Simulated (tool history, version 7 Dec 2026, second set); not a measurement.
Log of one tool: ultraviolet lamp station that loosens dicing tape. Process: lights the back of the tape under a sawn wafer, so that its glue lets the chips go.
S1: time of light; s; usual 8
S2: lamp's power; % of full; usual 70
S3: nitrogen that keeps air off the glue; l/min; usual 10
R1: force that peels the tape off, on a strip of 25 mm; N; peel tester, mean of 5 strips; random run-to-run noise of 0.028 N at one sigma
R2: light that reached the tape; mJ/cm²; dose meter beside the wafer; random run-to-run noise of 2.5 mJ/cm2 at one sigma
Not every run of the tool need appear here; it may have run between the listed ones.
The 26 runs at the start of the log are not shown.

run	hour	S1	S2	S3	R1	R2
27	550.9	15	84	9	0.461	525
28	572.9	15	84	9	0.466	513
29	587.7	7	70	10	2.437	199
30	611.6	7	70	10	2.568	194
31	637.5	8	70	16	1.713	223
32	663.4	7	99	14	1.288	274
33	682.9	4	91	5	4.263	143
34	701.5	16	64	7	0.924	402
35	724.6	8	65	4	3.401	199
36	742.6	8	65	4	3.404	204
37	759.3	8	65	4	3.362	201
38	773.6	7	70	7	3.065	185
39	800.0	5	70	4	4.672	130
40	826.4	8	77	6	2.540	233
41	848.6	8	72	4	3.302	213
42	876.2	6	87	3	3.913	194
43	892.9	11	70	10	1.462	286
44	908.1	11	70	10	1.442	282

Predict each of these 3 candidate next runs independently; none follows another, all start after run 44:
A	931.3	7	70	15	?	?
B	931.3	11	74	10	?	?
C	931.3	8	70	8	?	?

run	R1	R2
A	2.440	181
B	1.361	291
C	2.755	207
Without the tool's hidden state the same runs would have given:
run	R1	R2
A	1.436	257
B	0.667	418
C	1.648	294

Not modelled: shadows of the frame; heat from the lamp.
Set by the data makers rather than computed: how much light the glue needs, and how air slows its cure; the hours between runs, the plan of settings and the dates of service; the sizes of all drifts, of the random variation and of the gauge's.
